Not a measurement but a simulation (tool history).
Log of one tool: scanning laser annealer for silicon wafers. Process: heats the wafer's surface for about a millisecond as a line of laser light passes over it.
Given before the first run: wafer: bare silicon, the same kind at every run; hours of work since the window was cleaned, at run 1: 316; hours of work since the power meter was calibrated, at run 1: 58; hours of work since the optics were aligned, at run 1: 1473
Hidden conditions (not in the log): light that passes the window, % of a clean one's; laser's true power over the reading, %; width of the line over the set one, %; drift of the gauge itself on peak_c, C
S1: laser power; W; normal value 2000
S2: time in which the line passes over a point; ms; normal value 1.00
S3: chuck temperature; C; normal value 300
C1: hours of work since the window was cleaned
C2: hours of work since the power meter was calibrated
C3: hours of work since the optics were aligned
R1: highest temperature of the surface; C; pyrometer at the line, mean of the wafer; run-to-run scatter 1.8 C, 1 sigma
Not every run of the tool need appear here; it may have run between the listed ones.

run 1 hour=0.0 | S1=2000 S2=1.00 S3=300 | C1=316 C2=58 C3=1473 | R1=986
run 2 hour=15.9 | S1=2000 S2=1.00 S3=300 | C1=327 C2=68 C3=1483 | R1=986
-- hour=36.7 optics aligned, line set to its width
run 3 hour=37.1 | S1=2000 S2=1.00 S3=317 | C1=337 C2=78 C3=0 | R1=1016
run 4 hour=63.2 | S1=2000 S2=1.00 S3=317 | C1=355 C2=96 C3=17 | R1=1013
run 5 hour=78.1 | S1=2000 S2=1.00 S3=317 | C1=364 C2=105 C3=27 | R1=1015
run 6 hour=95.8 | S1=2000 S2=1.00 S3=317 | C1=376 C2=117 C3=39 | R1=1011
-- hour=113.9 window over the wafer cleaned
run 7 hour=122.1 | S1=2000 S2=1.00 S3=317 | C1=5 C2=133 C3=54 | R1=1052
run 8 hour=141.5 | S1=2000 S2=1.00 S3=317 | C1=18 C2=145 C3=67 | R1=1052
run 9 hour=154.5 | S1=2000 S2=1.00 S3=317 | C1=26 C2=154 C3=76 | R1=1048
run 10 hour=166.3 | S1=2000 S2=1.00 S3=330 | C1=34 C2=162 C3=83 | R1=1063
run 11 hour=189.1 | S1=2000 S2=1.00 S3=300 | C1=49 C2=176 C3=98 | R1=1029
run 12 hour=203.9 | S1=2000 S2=1.00 S3=300 | C1=59 C2=186 C3=108 | R1=1030
run 13 hour=219.3 | S1=2000 S2=1.00 S3=300 | C1=69 C2=196 C3=118 | R1=1028
run 14 hour=244.8 | S1=2000 S2=1.00 S3=300 | C1=86 C2=213 C3=135 | R1=1022
run 15 hour=266.3 | S1=2000 S2=1.00 S3=300 | C1=100 C2=227 C3=149 | R1=1023
run 16 hour=280.9 | S1=2000 S2=1.00 S3=295 | C1=109 C2=236 C3=158 | R1=1019
run 17 hour=305.9 | S1=2000 S2=1.00 S3=300 | C1=125 C2=253 C3=175 | R1=1021
run 18 hour=317.0 | S1=2000 S2=1.00 S3=322 | C1=133 C2=260 C3=182 | R1=1039
run 19 hour=333.6 | S1=2000 S2=0.90 S3=300 | C1=144 C2=271 C3=193 | R1=984
run 20 hour=347.9 | S1=2000 S2=0.90 S3=300 | C1=153 C2=280 C3=202 | R1=980
run 21 hour=364.9 | S1=2000 S2=0.90 S3=288 | C1=164 C2=291 C3=213 | R1=968
run 22 hour=388.7 | S1=2173 S2=1.09 S3=278 | C1=180 C2=307 C3=229 | R1=1098
run 23 hour=411.4 | S1=2000 S2=0.93 S3=280 | C1=194 C2=322 C3=243 | R1=969
run 24 hour=432.2 | S1=2000 S2=0.93 S3=280 | C1=208 C2=335 C3=257 | R1=968
run 25 hour=451.7 | S1=2157 S2=0.89 S3=320 | C1=221 C2=348 C3=270 | R1=1048
run 26 hour=475.6 | S1=1723 S2=0.94 S3=310 | C1=236 C2=364 C3=285 | R1=896
run 27 hour=500.5 | S1=2015 S2=1.01 S3=274 | C1=253 C2=380 C3=302 | R1=991
run 28 hour=523.5 | S1=2000 S2=1.20 S3=324 | C1=268 C2=395 C3=317 | R1=1090
run 29 hour=541.8 | S1=1823 S2=1.20 S3=293 | C1=280 C2=407 C3=329 | R1=991
run 30 hour=565.0 | S1=1776 S2=1.00 S3=277 | C1=295 C2=422 C3=344 | R1=890
run 31 hour=586.1 | S1=2000 S2=1.03 S3=304 | C1=308 C2=436 C3=358 | R1=1014
run 32 hour=606.0 | S1=2082 S2=0.75 S3=300 | C1=322 C2=449 C3=371 | R1=933
run 33 hour=629.1 | S1=2000 S2=1.04 S3=275 | C1=337 C2=464 C3=386 | R1=987
run 34 hour=646.9 | S1=2017 S2=1.05 S3=300 | C1=348 C2=476 C3=397 | R1=1021
run 35 hour=670.9 | S1=2000 S2=0.81 S3=300 | C1=364 C2=491 C3=413 | R1=926
run 36 hour=695.7 | S1=2102 S2=0.98 S3=283 | C1=380 C2=507 C3=429 | R1=1009
-- hour=707.9 window over the wafer cleaned
run 37 hour=719.4 | S1=2102 S2=0.98 S3=283 | C1=8 C2=522 C3=443 | R1=1043
run 38 hour=731.2 | S1=2000 S2=0.76 S3=300 | C1=15 C2=529 C3=451 | R1=935
run 39 hour=745.2 | S1=2000 S2=1.03 S3=317 | C1=24 C2=539 C3=460 | R1=1058
run 40 hour=758.9 | S1=2000 S2=1.00 S3=297 | C1=33 C2=547 C3=469 | R1=1023

Each row is a separate what-if for the run after 40, all from the same tool condition, not one after another. Results?
run A hour=781.8 | S1=1967 S2=1.11 S3=280 | C1=48 C2=562 C3=484 | R1=?
run B hour=781.8 | S1=1800 S2=0.99 S3=268 | C1=48 C2=562 C3=484 | R1=?
run C hour=781.8 | S1=2000 S2=1.19 S3=300 | C1=48 C2=562 C3=484 | R1=?
run D hour=781.8 | S1=2167 S2=0.74 S3=276 | C1=48 C2=562 C3=484 | R1=?

run=A R1=1029
run=B R1=910
run=C R1=1093
run=D R1=953
What these runs would have given with no unlogged condition in the tool:
run=A R1=1044
run=B R1=922
run=C R1=1108
run=D R1=966
